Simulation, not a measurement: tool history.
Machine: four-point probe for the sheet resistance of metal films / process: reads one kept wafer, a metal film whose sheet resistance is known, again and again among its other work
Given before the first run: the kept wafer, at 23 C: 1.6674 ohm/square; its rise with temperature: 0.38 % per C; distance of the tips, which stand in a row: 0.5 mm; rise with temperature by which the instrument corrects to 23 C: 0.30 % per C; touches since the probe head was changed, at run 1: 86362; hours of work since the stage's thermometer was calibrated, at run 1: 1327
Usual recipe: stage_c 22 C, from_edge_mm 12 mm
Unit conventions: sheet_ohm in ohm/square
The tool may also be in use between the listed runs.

run   hour  stage_c  from_edge_mm  touches since the probe head was changed  hours of work since the stage's thermometer was calibrated  sheet_ohm
  1    0.0       22            12                                     86362                                                        1327   1.690471
  2   89.8       22            12                                     89789                                                        1369   1.690758
  3  152.3       22            12                                     92180                                                        1398   1.691373
  4  211.4       22            12                                     94434                                                        1426   1.691512
  5  278.5       19            12                                     96998                                                        1457   1.688266
  6  369.8       19            12                                    100483                                                        1500   1.688135
     378.9  -- stage's thermometer calibrated
  7  438.6       22            12                                    103093                                                          28   1.693225
  8  525.0       22            12                                    106390                                                          68   1.694125
  9  575.6       24            15                                    108326                                                          92   1.696093
     617.1  -- stage's thermometer calibrated, once more
 10  632.1       27            13                                    110464                                                           7   1.697534
 11  723.4       33            12                                    113950                                                          50   1.706552
 12  772.7       19             3                                    115831                                                          73   1.712005
 13  815.5       34             8                                    117465                                                          93   1.709664

Below are 4 alternative next runs, each starting from the tool's condition after run 13. Predict each:
  A  859.4       26            33                                    119143                                                         114          ?
  B  859.4       22             4                                    119143                                                         114          ?
  C  859.4       21            26                                    119143                                                         114          ?
  D  859.4       27            12                                    119143                                                         114          ?

run  sheet_ohm
  A   1.696638
  B   1.705219
  C   1.690307
  D   1.699734
Stripped of hidden state, with their random variation kept, the same runs would have yielded:
run  sheet_ohm
  A   1.671602
  B   1.680071
  C   1.665363
  D   1.674654
